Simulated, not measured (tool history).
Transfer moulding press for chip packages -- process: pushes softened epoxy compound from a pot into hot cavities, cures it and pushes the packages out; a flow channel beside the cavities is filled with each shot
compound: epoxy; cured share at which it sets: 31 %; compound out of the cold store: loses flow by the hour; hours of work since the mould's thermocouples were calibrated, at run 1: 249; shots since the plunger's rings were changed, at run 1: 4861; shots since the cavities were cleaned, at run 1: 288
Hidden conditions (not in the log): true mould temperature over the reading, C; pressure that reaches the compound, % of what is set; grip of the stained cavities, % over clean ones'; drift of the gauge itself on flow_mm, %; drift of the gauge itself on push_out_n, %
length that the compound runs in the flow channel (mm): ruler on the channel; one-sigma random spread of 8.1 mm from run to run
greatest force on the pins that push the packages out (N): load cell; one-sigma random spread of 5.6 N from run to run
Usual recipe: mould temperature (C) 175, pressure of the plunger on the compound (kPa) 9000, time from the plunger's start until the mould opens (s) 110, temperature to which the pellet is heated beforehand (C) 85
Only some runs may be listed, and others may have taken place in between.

run     day  mould temperature (C)  pressure of the plunger on the compound (kPa)  time from the plunger's start until the mould opens (s)  temperature to which the pellet is heated beforehand (C)  hours of work since the mould's thermocouples were calibrated  shots since the plunger's rings were changed  shots since the cavities were cleaned  incoming compound's hours out of the cold store  length that the compound runs in the flow channel (mm)  greatest force on the pins that push the packages out (N)
  1   0.000                    175                                           9000                                                      110                                                        85                                                            249                                          4861                                    288                                             40.3                                                     831                                                        256
  2   0.896                    175                                           9000                                                      110                                                        85                                                            261                                          5057                                    484                                             40.2                                                     850                                                        284
  3   2.250                    175                                           9000                                                      110                                                        85                                                            279                                          5353                                    780                                             26.1                                                     866                                                        323
      2.746  -- cavities cleaned with cleaning compound and waxed
  4   4.200                    175                                           9000                                                      110                                                        85                                                            304                                          5767                                    318                                             14.1                                                     884                                                        264
  5   6.112                    175                                           9000                                                      110                                                        85                                                            330                                          6186                                    737                                             22.2                                                     849                                                        315
      6.821  -- cavities cleaned with cleaning compound and waxed
  6   7.733                    175                                           9000                                                      110                                                        85                                                            351                                          6527                                    200                                             33.1                                                     827                                                        242
      8.542  -- plunger's sealing rings changed
  7   9.588                    175                                           9000                                                      110                                                        85                                                            374                                           230                                    584                                             29.1                                                     956                                                        303
     10.983  -- cavities cleaned with cleaning compound and waxed
  8  11.450                    175                                           9000                                                      110                                                        85                                                            398                                           623                                    102                                             47.0                                                     892                                                        242
  9  12.688                    175                                           9000                                                      110                                                        85                                                            414                                           894                                    373                                             10.5                                                    1005                                                        283
 10  13.583                    175                                           9000                                                      110                                                        85                                                            426                                          1090                                    569                                             25.1                                                     960                                                        301
     15.038  -- cavities cleaned with cleaning compound and waxed
 11  15.154                    175                                           9000                                                      110                                                        85                                                            447                                          1421                                     26                                             42.4                                                     906                                                        206
     15.958  -- mould's thermocouples calibrated
 12  16.754                    175                                           9000                                                      110                                                        85                                                             11                                          1753                                    358                                             19.9                                                     956                                                        282
 13  18.475                    175                                           9000                                                      110                                                        85                                                             34                                          2129                                    734                                             39.0                                                     907                                                        308
     19.192  -- cavities cleaned with cleaning compound and waxed
 14  19.408                    175                                           7210                                                      110                                                        85                                                             45                                          2320                                     48                                             38.6                                                     816                                                        221
 15  20.254                    175                                           7210                                                      147                                                        85                                                             57                                          2505                                    233                                             24.6                                                     826                                                        198
 16  21.804                    171                                           9000                                                      102                                                        85                                                             77                                          2844                                    572                                             42.7                                                     903                                                        449
 17  23.117                    171                                           9000                                                      102                                                        85                                                             95                                          3132                                    860                                             39.7                                                     894                                                        480
     23.333  -- cavities cleaned with cleaning compound and waxed
 18  24.958                    169                                           8010                                                      110                                                        78                                                            118                                          3521                                    355                                             31.3                                                     871                                                        431
 19  25.862                    175                                           6810                                                      117                                                        91                                                            131                                          3719                                    553                                             17.7                                                     804                                                        277

The next listed run, before its measurement:
     26.529  -- mould's thermocouples calibrated, once more
 20  27.071                    178                                           6810                                                      119                                                        91                                                              7                                          3965                                    799                                             20.0                                                       ?                                                          ?

Run 20 yielded length that the compound runs in the flow channel (mm) 794, greatest force on the pins that push the packages out (N) 267.
Minus the tool's unlogged condition, the same run would have read length that the compound runs in the flow channel (mm) 865, greatest force on the pins that push the packages out (N) 167.

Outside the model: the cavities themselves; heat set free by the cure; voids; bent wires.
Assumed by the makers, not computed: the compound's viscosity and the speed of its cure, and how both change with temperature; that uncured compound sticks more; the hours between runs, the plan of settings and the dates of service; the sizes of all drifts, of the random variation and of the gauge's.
